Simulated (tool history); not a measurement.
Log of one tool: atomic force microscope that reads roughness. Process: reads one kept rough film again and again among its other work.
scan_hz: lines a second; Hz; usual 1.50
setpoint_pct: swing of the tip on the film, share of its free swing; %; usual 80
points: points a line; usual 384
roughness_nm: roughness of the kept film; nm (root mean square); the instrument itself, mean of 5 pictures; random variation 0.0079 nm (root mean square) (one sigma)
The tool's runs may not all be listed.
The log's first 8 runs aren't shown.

run	hour	scan_hz	setpoint_pct	points	roughness_nm
9	325.1	0.75	80	384	1.560
10	377.4	1.50	57	384	1.555
# hour 393.6: new tip fitted
11	427.7	1.50	57	384	1.847
12	479.9	1.50	57	545	1.798
13	514.8	1.50	57	545	1.749
14	538.9	3.34	80	384	1.365
15	567.9	1.50	80	384	1.544
16	599.5	1.50	80	382	1.528
17	647.3	1.50	80	384	1.474
18	682.4	1.50	80	384	1.453
19	717.6	1.50	80	384	1.420
# hour 728.9: new tip fitted
20	748.1	1.57	78	816	1.753
21	800.5	1.50	62	384	1.782
22	832.7	1.50	62	384	1.748
23	874.3	1.50	71	544	1.683
24	899.5	1.50	81	376	1.561
25	954.9	3.62	58	681	1.601
26	998.6	3.62	58	681	1.540
27	1038.9	3.72	78	727	1.271
# hour 1064.2: new tip fitted
28	1083.6	1.08	80	889	1.798
29	1111.9	1.50	86	384	1.622
30	1146.7	1.05	65	404	1.790
31	1198.9	1.50	64	579	1.735
32	1228.3	1.50	64	579	1.689
33	1259.4	1.50	64	579	1.669

Forecast each of these 5 alternatives for the next run:
A	1307.1	1.50	70	423	?
B	1307.1	1.50	80	619	?
C	1307.1	1.50	86	757	?
D	1307.1	2.36	73	863	?
E	1307.1	1.50	65	560	?

run	roughness_nm
A	1.554
B	1.505
C	1.456
D	1.498
E	1.621
Without the tool's hidden state the same runs would have given:
run	roughness_nm
A	1.793
B	1.736
C	1.679
D	1.727
E	1.869

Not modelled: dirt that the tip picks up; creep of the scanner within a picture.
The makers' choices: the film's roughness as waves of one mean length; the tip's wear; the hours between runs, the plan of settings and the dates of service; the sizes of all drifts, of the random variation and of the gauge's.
